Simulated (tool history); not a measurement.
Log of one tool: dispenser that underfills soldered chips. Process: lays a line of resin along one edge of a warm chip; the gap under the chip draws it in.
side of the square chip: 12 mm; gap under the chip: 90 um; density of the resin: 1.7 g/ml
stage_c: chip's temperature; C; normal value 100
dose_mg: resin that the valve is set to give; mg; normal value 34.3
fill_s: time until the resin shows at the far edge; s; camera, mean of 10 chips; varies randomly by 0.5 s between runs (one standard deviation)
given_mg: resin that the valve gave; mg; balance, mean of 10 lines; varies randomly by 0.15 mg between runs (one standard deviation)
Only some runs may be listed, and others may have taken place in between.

run	day	stage_c	dose_mg	fill_s	given_mg
1	0.000	100	34.3	45.2	33.21
2	0.146	100	34.3	49.2	32.87
3	0.312	99	34.3	56.4	32.96
# day 0.412: new syringe of resin
4	0.658	99	34.3	49.7	32.68
# day 0.967: new syringe of resin
5	0.975	90	34.3	65.1	32.66
6	1.208	100	33.3	47.5	31.42
7	1.412	101	42.8	51.6	40.33
# day 1.492: new syringe of resin
8	1.738	92	30.4	69.6	28.43
9	1.917	92	30.4	76.3	28.79
# day 2.046: new syringe of resin
10	2.108	92	30.4	63.1	28.27
11	2.371	92	30.4	72.0	27.93
# day 2.575: new syringe of resin
12	2.583	88	31.4	73.1	28.94

Below are 4 alternative next runs, each starting from the tool's condition after run 12. Predict each:
A	2.804	90	42.1	?	?
B	2.804	88	41.8	?	?
C	2.804	94	30.9	?	?
D	2.804	102	43.3	?	?

run	fill_s	given_mg
A	73.1	38.68
B	80.5	38.29
C	65.4	28.35
D	43.2	39.75
With no hidden state in the tool, these same runs would have given:
run	fill_s	given_mg
A	61.1	41.97
B	67.3	41.54
C	53.9	30.77
D	36.2	43.13
